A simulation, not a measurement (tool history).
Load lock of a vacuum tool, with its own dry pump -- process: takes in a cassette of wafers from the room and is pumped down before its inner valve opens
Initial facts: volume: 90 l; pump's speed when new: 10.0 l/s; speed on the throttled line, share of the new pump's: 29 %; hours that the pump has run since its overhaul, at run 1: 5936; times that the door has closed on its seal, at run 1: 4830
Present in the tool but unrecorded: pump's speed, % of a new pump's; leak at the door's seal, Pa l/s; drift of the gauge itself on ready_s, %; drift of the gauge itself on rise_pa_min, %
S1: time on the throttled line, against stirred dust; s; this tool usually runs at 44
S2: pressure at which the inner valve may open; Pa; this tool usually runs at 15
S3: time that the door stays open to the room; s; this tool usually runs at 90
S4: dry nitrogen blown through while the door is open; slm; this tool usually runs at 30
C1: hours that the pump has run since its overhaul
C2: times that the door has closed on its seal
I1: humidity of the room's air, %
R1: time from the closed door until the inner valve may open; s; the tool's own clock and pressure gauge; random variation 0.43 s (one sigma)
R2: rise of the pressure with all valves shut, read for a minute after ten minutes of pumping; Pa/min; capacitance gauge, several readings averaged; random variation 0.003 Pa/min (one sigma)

run,hour,S1,S2,S3,S4,C1,C2,I1,R1,R2
1,0.0,44,15,90,30,5936,4830,43.0,116.5,0.091
2,115.0,25,15,90,30,6051,5203,44.6,104.2,0.098
3,233.6,25,15,90,30,6170,5588,47.1,103.9,0.102
4,376.0,25,15,90,30,6312,6050,44.6,104.9,0.116
5,493.7,44,15,90,30,6430,6431,47.6,117.2,0.124
6,594.4,44,15,90,30,6531,6758,46.8,118.0,0.129
7,668.4,28,15,90,30,6605,6998,45.6,107.0,0.135
8,779.1,28,15,90,30,6715,7356,46.0,107.6,0.140
9,950.4,28,15,90,30,6887,7912,48.9,107.1,0.159
10,1090.8,44,15,90,30,7027,8367,47.0,118.0,0.168
11,1209.5,44,15,90,30,7146,8752,46.0,117.9,0.177
12,1328.1,64,21,43,18,7264,9136,45.6,128.4,0.184
13,1425.1,44,19,90,6,7361,9451,41.8,116.4,0.210
14,1541.2,28,19,45,6,7477,9827,47.7,104.8,0.211
15,1639.2,44,25,90,30,7575,10145,44.1,112.3,0.218
16,1792.1,88,18,26,36,7728,10641,46.0,146.7,0.206
17,1900.6,88,18,26,12,7837,10993,46.6,146.6,0.234
18,2039.2,88,18,26,12,7975,11442,46.9,147.0,0.250
19,2126.6,88,18,26,12,8063,11725,44.1,147.2,0.253
20,2291.3,49,13,112,13,8228,12259,46.9,124.4,0.290
21,2434.8,49,13,112,13,8371,12724,46.3,123.9,0.311

Predict each of these 5 candidate next runs independently; none follows another, all start after run 21:
A,2574.5,28,18,90,7,8511,13177,45.2,?,?
B,2574.5,44,11,27,30,8511,13177,44.1,?,?
C,2574.5,44,15,104,30,8511,13177,44.4,?,?
D,2574.5,50,21,112,8,8511,13177,45.0,?,?
E,2574.5,51,13,112,25,8511,13177,48.0,?,?

run,R1,R2
A,106.7,0.323
B,122.2,0.306
C,119.5,0.303
D,120.4,0.326
E,126.0,0.311
With the hidden condition removed and each run's random variation left untouched, the same runs would have given:
run,R1,R2
A,97.9,0.038
B,113.7,0.014
C,111.1,0.020
D,112.8,0.040
E,117.7,0.025
